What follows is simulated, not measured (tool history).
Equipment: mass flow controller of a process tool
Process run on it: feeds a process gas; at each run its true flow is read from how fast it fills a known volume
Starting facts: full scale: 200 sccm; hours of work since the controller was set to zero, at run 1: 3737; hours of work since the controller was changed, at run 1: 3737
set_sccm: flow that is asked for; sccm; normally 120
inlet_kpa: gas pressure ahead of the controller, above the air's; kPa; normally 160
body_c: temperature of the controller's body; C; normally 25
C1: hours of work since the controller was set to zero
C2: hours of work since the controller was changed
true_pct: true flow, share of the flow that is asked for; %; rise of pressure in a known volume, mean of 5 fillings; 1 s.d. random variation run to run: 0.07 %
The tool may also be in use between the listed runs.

Run 1, hour 0: usual settings; C1 3737; C2 3737. Result: true_pct 98.35 %.
Run 2, hour 170.2: usual settings; C1 3799; C2 3799. Result: true_pct 98.69 %.
Run 3, hour 474.7: usual settings; C1 3911; C2 3911. Result: true_pct 98.51 %.
Run 4, hour 659.1: usual settings; C1 3979; C2 3979. Result: true_pct 98.79 %.
Run 5, hour 810: usual settings; C1 4035; C2 4035. Result: true_pct 98.77 %.
Run 6, hour 998.6: usual settings; C1 4104; C2 4104. Result: true_pct 98.88 %.
Run 7, hour 1305.2: usual settings; C1 4217; C2 4217. Result: true_pct 99.09 %.
Run 8, hour 1436.2: usual settings but body_c 30 C; C1 4265; C2 4265. Result: true_pct 98.57 %.
Run 9, hour 1745.7: usual settings but body_c 30 C; C1 4379; C2 4379. Result: true_pct 98.83 %.
Run 10, hour 1872.2: usual settings but body_c 30 C; C1 4426; C2 4426. Result: true_pct 98.9 %.
Run 11, hour 2013.5: usual settings but body_c 30 C; C1 4478; C2 4478. Result: true_pct 99.06 %.
Run 12, hour 2290.6: usual settings but body_c 30 C; C1 4580; C2 4580. Result: true_pct 99.08 %.
Run 13, hour 2492.8: usual settings but body_c 30 C; C1 4654; C2 4654. Result: true_pct 99.22 %.
Run 14, hour 2764.1: usual settings but body_c 30 C; C1 4754; C2 4754. Result: true_pct 99.25 %.
Run 15, hour 2959.3: usual settings but inlet_kpa 217 kPa, body_c 30 C; C1 4826; C2 4826. Result: true_pct 99.7 %.
Run 16, hour 3160.2: usual settings but inlet_kpa 164 kPa; C1 4900; C2 4900. Result: true_pct 100 %.
Run 17, hour 3374.6: usual settings but body_c 33 C; C1 4979; C2 4979. Result: true_pct 99.33 %.
Run 18, hour 3537.1: usual settings but inlet_kpa 145 kPa; C1 5039; C2 5039. Result: true_pct 100.19 %.
Run 19, hour 3708.2: usual settings but inlet_kpa 145 kPa; C1 5102; C2 5102. Result: true_pct 100.14 %.
Run 20, hour 3866.8: usual settings but inlet_kpa 205 kPa; C1 5160; C2 5160. Result: true_pct 100.44 %.
Run 21, hour 4021: usual settings; C1 5217; C2 5217. Result: true_pct 100.4 %.
Run 22, hour 4148.1: usual settings; C1 5264; C2 5264. Result: true_pct 100.44 %.
Run 23, hour 4455: usual settings; C1 5377; C2 5377. Result: true_pct 100.67 %.
Run 24, hour 4751.3: usual settings; C1 5486; C2 5486. Result: true_pct 100.77 %.

Forecast run 25:
At hour 4827.1: gauge calibrated.
Run 25, hour 4935.8: usual settings but body_c 28 C; C1 5554; C2 5554. Result: true_pct ?.

{"run 25": {"true_pct": 98.2}}
Had the tool carried no hidden state, the very same run would have given true_pct 98.15 %.
